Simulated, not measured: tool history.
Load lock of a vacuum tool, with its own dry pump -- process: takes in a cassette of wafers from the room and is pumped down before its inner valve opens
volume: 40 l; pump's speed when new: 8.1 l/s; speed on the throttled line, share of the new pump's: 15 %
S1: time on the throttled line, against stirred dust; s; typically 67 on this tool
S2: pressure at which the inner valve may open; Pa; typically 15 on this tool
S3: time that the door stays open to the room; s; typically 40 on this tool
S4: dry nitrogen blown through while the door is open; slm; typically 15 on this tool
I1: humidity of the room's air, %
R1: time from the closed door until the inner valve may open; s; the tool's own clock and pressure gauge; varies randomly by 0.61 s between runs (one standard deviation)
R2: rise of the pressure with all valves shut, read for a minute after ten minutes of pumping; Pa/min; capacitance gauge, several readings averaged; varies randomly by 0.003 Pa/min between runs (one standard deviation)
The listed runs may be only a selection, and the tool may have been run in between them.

{"run": 1, "day": 0.0, "S1": 67, "S2": 15, "S3": 40, "S4": 15, "I1": 39.3, "R1": 101.3, "R2": 0.029}
{"run": 2, "day": 5.15, "S1": 67, "S2": 27, "S3": 40, "S4": 15, "I1": 45.8, "R1": 97.4, "R2": 0.034}
{"run": 3, "day": 8.521, "S1": 67, "S2": 15, "S3": 40, "S4": 15, "I1": 44, "R1": 101.4, "R2": 0.036}
{"run": 4, "day": 12.454, "S1": 67, "S2": 15, "S3": 40, "S4": 15, "I1": 45.5, "R1": 101.4, "R2": 0.035}
{"run": 5, "day": 19.638, "S1": 67, "S2": 15, "S3": 40, "S4": 15, "I1": 41.4, "R1": 100.5, "R2": 0.033}
{"run": 6, "day": 25.171, "S1": 67, "S2": 15, "S3": 40, "S4": 15, "I1": 47.3, "R1": 100.2, "R2": 0.031}
{"run": 7, "day": 29.621, "S1": 67, "S2": 15, "S3": 40, "S4": 15, "I1": 43.9, "R1": 101.5, "R2": 0.037}
{"run": 8, "day": 35.583, "S1": 62, "S2": 15, "S3": 40, "S4": 14, "I1": 51, "R1": 95.7, "R2": 0.037}
{"run": 9, "day": 41.029, "S1": 67, "S2": 18, "S3": 40, "S4": 15, "I1": 47.6, "R1": 99.5, "R2": 0.037}
{"run": 10, "day": 48.679, "S1": 67, "S2": 18, "S3": 40, "S4": 15, "I1": 44.6, "R1": 100.6, "R2": 0.031}
{"run": 11, "day": 52.146, "S1": 67, "S2": 20, "S3": 40, "S4": 21, "I1": 46.4, "R1": 100, "R2": 0.03}
{"run": 12, "day": 55.85, "S1": 67, "S2": 24, "S3": 40, "S4": 15, "I1": 43.6, "R1": 98.9, "R2": 0.028}

What does the tool deliver on the next run?
{"run": 13, "day": 59.683, "S1": 120, "S2": 13, "S3": 37, "S4": 7, "I1": 44.6, "R1": "?", "R2": "?"}

For run 13 the tool returned R1 144.8 s, R2 0.042 Pa/min.
Were there no unlogged condition in the tool, this run, its random variation unchanged, would have produced R1 144.8 s, R2 0.041 Pa/min.
